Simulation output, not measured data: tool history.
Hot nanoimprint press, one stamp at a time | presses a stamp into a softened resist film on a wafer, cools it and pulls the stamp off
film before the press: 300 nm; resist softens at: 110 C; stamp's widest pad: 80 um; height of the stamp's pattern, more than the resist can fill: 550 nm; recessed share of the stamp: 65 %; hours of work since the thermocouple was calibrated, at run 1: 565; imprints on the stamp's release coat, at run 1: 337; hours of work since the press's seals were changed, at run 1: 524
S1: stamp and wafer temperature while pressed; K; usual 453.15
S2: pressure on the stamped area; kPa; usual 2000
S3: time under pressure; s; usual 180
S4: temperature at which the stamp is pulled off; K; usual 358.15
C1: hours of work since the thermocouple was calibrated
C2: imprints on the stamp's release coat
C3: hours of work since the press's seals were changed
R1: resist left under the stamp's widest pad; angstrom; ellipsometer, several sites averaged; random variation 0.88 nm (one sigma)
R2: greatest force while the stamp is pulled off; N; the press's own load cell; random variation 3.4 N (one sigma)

run   hour      S1    S2   S3      S4   C1   C2   C3    R1   R2
  1    0.0  453.15  2000  180  358.15  565  337  524  1199  168
  2    9.5  453.15  2000  180  358.15  572  370  531  1175  171
  3   22.9  453.15  2000  180  348.15  582  416  541  1188  194
      33.0  -- plate thermocouple calibrated
  4   41.5  453.15  2000  180  348.15    6  471  552  1178  192
  5   61.1  453.15  1300  180  358.15   21  539  567  1421  179
  6   78.0  453.15  1300  180  358.15   34  598  579  1423  182
  7   87.7  453.15  1300  180  358.15   41  631  587  1420  179
  8  101.2  453.15  2000  180  358.15   51  679  597  1178  190
  9  110.1  453.15  2000  180  358.15   57  709  603  1178  186
 10  129.8  447.15  2000  180  358.15   72  778  618  1539  186

Run 11 comes next. What will it give?
 11  143.8  447.15  2000  180  358.15  82  827  628   ?   ?

Run 11 gave R1 1541 angstrom, R2 193 N.
Without the tool's hidden state the same run would have given R1 1606 angstrom, R2 166 N.

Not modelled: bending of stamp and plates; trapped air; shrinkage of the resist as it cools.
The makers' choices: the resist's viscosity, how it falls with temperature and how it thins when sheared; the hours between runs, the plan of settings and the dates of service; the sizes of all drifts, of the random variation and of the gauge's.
